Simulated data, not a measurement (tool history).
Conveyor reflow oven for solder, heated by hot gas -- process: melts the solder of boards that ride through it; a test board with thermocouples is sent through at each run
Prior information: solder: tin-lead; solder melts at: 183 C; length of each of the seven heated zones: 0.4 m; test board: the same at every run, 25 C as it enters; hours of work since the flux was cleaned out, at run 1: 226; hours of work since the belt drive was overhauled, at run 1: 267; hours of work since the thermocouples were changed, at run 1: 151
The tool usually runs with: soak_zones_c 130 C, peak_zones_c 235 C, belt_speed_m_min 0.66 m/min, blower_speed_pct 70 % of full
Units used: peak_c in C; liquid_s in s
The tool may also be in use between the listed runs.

| run | hour | soak_zones_c | peak_zones_c | belt_speed_m_min | blower_speed_pct | hours of work since the flux was cleaned out | hours of work since the belt drive was overhauled | hours of work since the thermocouples were changed | peak_c | liquid_s |
|---|---|---|---|---|---|---|---|---|---|---|
| 1 | 0 | 130 | 235 | 0.66 | 70 | 226 | 267 | 151 | 218.8 | 53.3 |
| 2 | 44.6 | 130 | 235 | 0.66 | 70 | 245 | 286 | 170 | 218.3 | 53.7 |
| 3 | 74.7 | 130 | 235 | 0.66 | 54 | 258 | 299 | 183 | 214 | 48.6 |
| 4 | 105.8 | 130 | 235 | 0.66 | 63 | 271 | 312 | 196 | 216.8 | 51.3 |
| 5 | 128.7 | 130 | 235 | 0.66 | 63 | 281 | 322 | 206 | 216.7 | 52 |
| 6 | 166 | 130 | 235 | 0.66 | 63 | 297 | 337 | 221 | 216.9 | 51.4 |
| 7 | 208.4 | 130 | 235 | 0.707 | 70 | 314 | 355 | 239 | 215.6 | 47.8 |
| 8 | 230.2 | 130 | 235 | 0.707 | 70 | 324 | 364 | 248 | 215.9 | 47.4 |
| 9 | 257.7 | 130 | 235 | 0.73 | 70 | 335 | 376 | 260 | 214.6 | 44.7 |
| 10 | 301.4 | 130 | 235 | 0.73 | 70 | 354 | 395 | 279 | 213.9 | 44.8 |
| 11 | 326.7 | 130 | 235 | 0.73 | 70 | 365 | 405 | 289 | 214.6 | 44.4 |
| 12 | 368.4 | 130 | 235 | 0.73 | 70 | 382 | 423 | 307 | 214.1 | 44.9 |
| 13 | 391.8 | 130 | 235 | 0.66 | 70 | 392 | 433 | 317 | 218.2 | 53.3 |
| 14 | 414.7 | 123 | 235 | 0.66 | 70 | 402 | 443 | 327 | 216.8 | 50.3 |
| 15 | 459.4 | 130 | 235 | 0.66 | 70 | 421 | 461 | 345 | 218.2 | 52.9 |
| 16 | 482.1 | 117 | 225 | 0.66 | 54 | 430 | 471 | 355 | 201.7 | 33 |
| 17 | 520 | 130 | 225 | 0.66 | 78 | 446 | 487 | 371 | 210.7 | 47.8 |
|  | 534 | flux residue cleaned out of gas plates and filters |
| 18 | 569.8 | 130 | 225 | 0.66 | 78 | 15 | 506 | 390 | 214.7 | 51.9 |
| 19 | 603.8 | 143 | 228 | 0.773 | 75 | 30 | 520 | 404 | 213.7 | 46.6 |
| 20 | 646.2 | 123 | 235 | 0.779 | 70 | 47 | 538 | 422 | 214.4 | 40.4 |
| 21 | 686.9 | 123 | 235 | 0.779 | 70 | 65 | 556 | 440 | 214.6 | 40.4 |
| 22 | 722 | 143 | 246 | 0.665 | 70 | 80 | 570 | 454 | 233.1 | 66.3 |
| 23 | 764.9 | 127 | 235 | 0.692 | 70 | 98 | 589 | 473 | 219.4 | 51.2 |
| 24 | 810.2 | 130 | 235 | 0.66 | 64 | 117 | 608 | 492 | 219.7 | 55 |
| 25 | 848 | 130 | 235 | 0.66 | 64 | 133 | 624 | 508 | 219.7 | 54.8 |
| 26 | 866.4 | 125 | 226 | 0.601 | 55 | 141 | 632 | 516 | 211.3 | 51.1 |
| 27 | 893.5 | 130 | 235 | 0.66 | 71 | 152 | 643 | 527 | 221.4 | 55.7 |
| 28 | 924.1 | 130 | 235 | 0.66 | 71 | 165 | 656 | 540 | 221 | 56.5 |
| 29 | 962.8 | 137 | 242 | 0.562 | 73 | 181 | 672 | 556 | 233.6 | 77.3 |
| 30 | 1007.9 | 133 | 235 | 0.66 | 55 | 200 | 691 | 575 | 217.1 | 52.7 |

Consider 5 possible next runs. They are alternatives, not a sequence: every one starts from the tool as it was left by run 30. What does each give?
| A | 1048.8 | 130 | 227 | 0.662 | 62 | 218 | 709 | 593 | ? | ? |
| B | 1048.8 | 133 | 235 | 0.66 | 73 | 218 | 709 | 593 | ? | ? |
| C | 1048.8 | 120 | 235 | 0.66 | 55 | 218 | 709 | 593 | ? | ? |
| D | 1048.8 | 133 | 247 | 0.66 | 55 | 218 | 709 | 593 | ? | ? |
| E | 1048.8 | 129 | 227 | 0.66 | 54 | 218 | 709 | 593 | ? | ? |

| run | peak_c | liquid_s |
|---|---|---|
| A | 212 | 48.1 |
| B | 222.3 | 58 |
| C | 214.8 | 47.6 |
| D | 227.9 | 60.6 |
| E | 209.3 | 45.2 |
Take away the tool's hidden state, keep each run's random variation, and the runs would have read:
| run | peak_c | liquid_s |
|---|---|---|
| A | 210.9 | 46.6 |
| B | 221.3 | 56.6 |
| C | 213.7 | 46.1 |
| D | 226.8 | 58.8 |
| E | 208.1 | 43.5 |
